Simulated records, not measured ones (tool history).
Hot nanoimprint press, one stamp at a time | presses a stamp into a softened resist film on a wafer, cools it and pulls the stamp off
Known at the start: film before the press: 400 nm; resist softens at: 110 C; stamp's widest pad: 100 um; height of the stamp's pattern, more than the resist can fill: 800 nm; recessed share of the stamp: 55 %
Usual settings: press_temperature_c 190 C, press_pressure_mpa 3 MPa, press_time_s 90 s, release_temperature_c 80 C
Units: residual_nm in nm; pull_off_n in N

| run | hour | press_temperature_c | press_pressure_mpa | press_time_s | release_temperature_c | residual_nm | pull_off_n |
|---|---|---|---|---|---|---|---|
| 1 | 0 | 190 | 3 | 90 | 80 | 170.8 | 221 |
| 2 | 6.3 | 190 | 3 | 90 | 80 | 169.2 | 205 |
| 3 | 14.3 | 190 | 3 | 90 | 81 | 168.3 | 210 |
| 4 | 21.7 | 190 | 3 | 90 | 81 | 170.5 | 205 |
| 5 | 28.5 | 190 | 3 | 90 | 81 | 168.2 | 201 |
| 6 | 33.9 | 190 | 3 | 90 | 81 | 169.8 | 195 |
| 7 | 45 | 190 | 3 | 90 | 81 | 169.7 | 212 |
| 8 | 52.4 | 190 | 3 | 90 | 81 | 169 | 207 |
|  | 57.7 | plate thermocouple calibrated |
| 9 | 61.8 | 190 | 3 | 90 | 80 | 170 | 213 |
| 10 | 69.5 | 190 | 3 | 90 | 80 | 169.6 | 217 |
| 11 | 79.3 | 190 | 3 | 90 | 80 | 169.7 | 210 |
| 12 | 86.5 | 190 | 3 | 90 | 69 | 170.1 | 279 |
| 13 | 91.3 | 190 | 3 | 90 | 69 | 170.5 | 267 |
| 14 | 98.9 | 190 | 3 | 90 | 69 | 168.9 | 264 |
| 15 | 108.7 | 190 | 3 | 173 | 80 | 130.4 | 206 |
| 16 | 113.9 | 190 | 3 | 173 | 80 | 127.8 | 210 |
| 17 | 121.8 | 184 | 3 | 58 | 79 | 254.2 | 214 |
| 18 | 129.1 | 184 | 3 | 58 | 79 | 255.9 | 216 |
| 19 | 140.1 | 190 | 4.49 | 90 | 80 | 142.8 | 211 |
| 20 | 150.6 | 190 | 4.49 | 90 | 80 | 141.3 | 217 |
| 21 | 160.2 | 190 | 4.49 | 90 | 80 | 143.6 | 208 |
| 22 | 165.6 | 190 | 2.5 | 90 | 82 | 183.5 | 202 |
| 23 | 174.3 | 197 | 2.5 | 90 | 76 | 135.5 | 229 |
| 24 | 179.3 | 197 | 2.5 | 90 | 76 | 134.7 | 230 |
| 25 | 186.1 | 180 | 3 | 90 | 70 | 259.3 | 258 |
| 26 | 195.2 | 193 | 3 | 50 | 78 | 188.4 | 230 |
| 27 | 203 | 184 | 3 | 120 | 80 | 199.6 | 214 |
| 28 | 209 | 194 | 3 | 120 | 80 | 124.3 | 211 |
| 29 | 214.7 | 194 | 3 | 120 | 80 | 125.9 | 217 |

Forecast each of these 5 alternatives for the next run:
| A | 221.6 | 194 | 4.59 | 90 | 85 | ? | ? |
| B | 221.6 | 194 | 3 | 105 | 80 | ? | ? |
| C | 221.6 | 195 | 2.84 | 90 | 80 | ? | ? |
| D | 221.6 | 182 | 3 | 98 | 80 | ? | ? |
| E | 221.6 | 190 | 3.1 | 130 | 80 | ? | ? |

| run | residual_nm | pull_off_n |
|---|---|---|
| A | 116.2 | 187 |
| B | 131.6 | 213 |
| C | 138.2 | 209 |
| D | 235.2 | 216 |
| E | 143.8 | 210 |
Without the tool's hidden state the same runs would have given:
| run | residual_nm | pull_off_n |
|---|---|---|
| A | 116.2 | 186 |
| B | 131.6 | 212 |
| C | 138.2 | 208 |
| D | 235.2 | 215 |
| E | 143.8 | 209 |
